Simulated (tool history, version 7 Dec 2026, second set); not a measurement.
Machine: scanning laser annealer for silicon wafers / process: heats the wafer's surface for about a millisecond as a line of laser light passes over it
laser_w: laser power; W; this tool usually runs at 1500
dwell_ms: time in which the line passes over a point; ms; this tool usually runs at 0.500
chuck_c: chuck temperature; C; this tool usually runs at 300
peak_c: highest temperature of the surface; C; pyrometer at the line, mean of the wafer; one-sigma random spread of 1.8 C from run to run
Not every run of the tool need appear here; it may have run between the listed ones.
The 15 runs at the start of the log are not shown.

Run 16, day 5.746: usual settings. Result: peak_c 997 C.
Run 17, day 6.071: usual settings. Result: peak_c 996 C.
Run 18, day 6.650: usual settings. Result: peak_c 996 C.
Run 19, day 7.012: usual settings. Result: peak_c 991 C.
At day 7.179: laser's power meter calibrated.
Run 20, day 7.396: usual settings but dwell_ms 0.417 ms, chuck_c 322 C. Result: peak_c 949 C.
Run 21, day 7.858: usual settings but laser_w 1556 W. Result: peak_c 1020 C.
Run 22, day 8.283: usual settings but laser_w 1556 W, chuck_c 328 C. Result: peak_c 1047 C.
Run 23, day 8.825: usual settings but laser_w 1556 W, dwell_ms 0.391 ms, chuck_c 279 C. Result: peak_c 907 C.
Run 24, day 9.179: usual settings but laser_w 1556 W, dwell_ms 0.391 ms, chuck_c 279 C. Result: peak_c 906 C.
Run 25, day 9.554: usual settings but laser_w 1345 W, dwell_ms 0.391 ms, chuck_c 279 C. Result: peak_c 825 C.
Run 26, day 9.808: usual settings but laser_w 1345 W, dwell_ms 0.446 ms, chuck_c 269 C. Result: peak_c 856 C.
Run 27, day 10.225: usual settings but laser_w 1629 W, dwell_ms 0.449 ms, chuck_c 269 C. Result: peak_c 971 C.
At day 10.571: laser's power meter calibrated, once more.
Run 28, day 10.879: usual settings but laser_w 1629 W, dwell_ms 0.449 ms, chuck_c 269 C. Result: peak_c 971 C.
Run 29, day 11.150: usual settings but laser_w 1629 W, dwell_ms 0.449 ms, chuck_c 269 C. Result: peak_c 968 C.
Run 30, day 11.646: usual settings but laser_w 1644 W, dwell_ms 0.610 ms, chuck_c 286 C. Result: peak_c 1122 C.
Run 31, day 11.921: usual settings but laser_w 1566 W, dwell_ms 0.365 ms, chuck_c 332 C. Result: peak_c 933 C.
Run 32, day 12.438: usual settings but laser_w 1426 W, dwell_ms 0.538 ms, chuck_c 323 C. Result: peak_c 1009 C.
Run 33, day 12.733: usual settings but laser_w 1485 W, dwell_ms 0.526 ms. Result: peak_c 1002 C.
Run 34, day 13.025: usual settings but laser_w 1519 W, dwell_ms 0.526 ms, chuck_c 292 C. Result: peak_c 1005 C.
Run 35, day 13.371: usual settings but laser_w 1519 W, dwell_ms 0.526 ms, chuck_c 292 C. Result: peak_c 1007 C.
Run 36, day 13.662: usual settings but laser_w 1353 W, dwell_ms 0.526 ms, chuck_c 322 C. Result: peak_c 965 C.

Predict each of these 5 candidate next runs independently; none follows another, all start after run 36:
Run A, day 14.038: usual settings but laser_w 1540 W, dwell_ms 0.466 ms, chuck_c 308 C. Result: peak_c ?.
Run B, day 14.038: usual settings but laser_w 1460 W, chuck_c 340 C. Result: peak_c ?.
Run C, day 14.038: usual settings but laser_w 1331 W, dwell_ms 0.551 ms, chuck_c 308 C. Result: peak_c ?.
Run D, day 14.038: usual settings but dwell_ms 0.359 ms. Result: peak_c ?.
Run E, day 14.038: usual settings but laser_w 1540 W, dwell_ms 0.526 ms, chuck_c 324 C. Result: peak_c ?.

run  peak_c
  A     985
  B    1007
  C     958
  D     870
  E    1048
Take away the tool's hidden state, keep each run's random variation, and the runs would have read:
run  peak_c
  A    1004
  B    1025
  C     975
  D     885
  E    1068
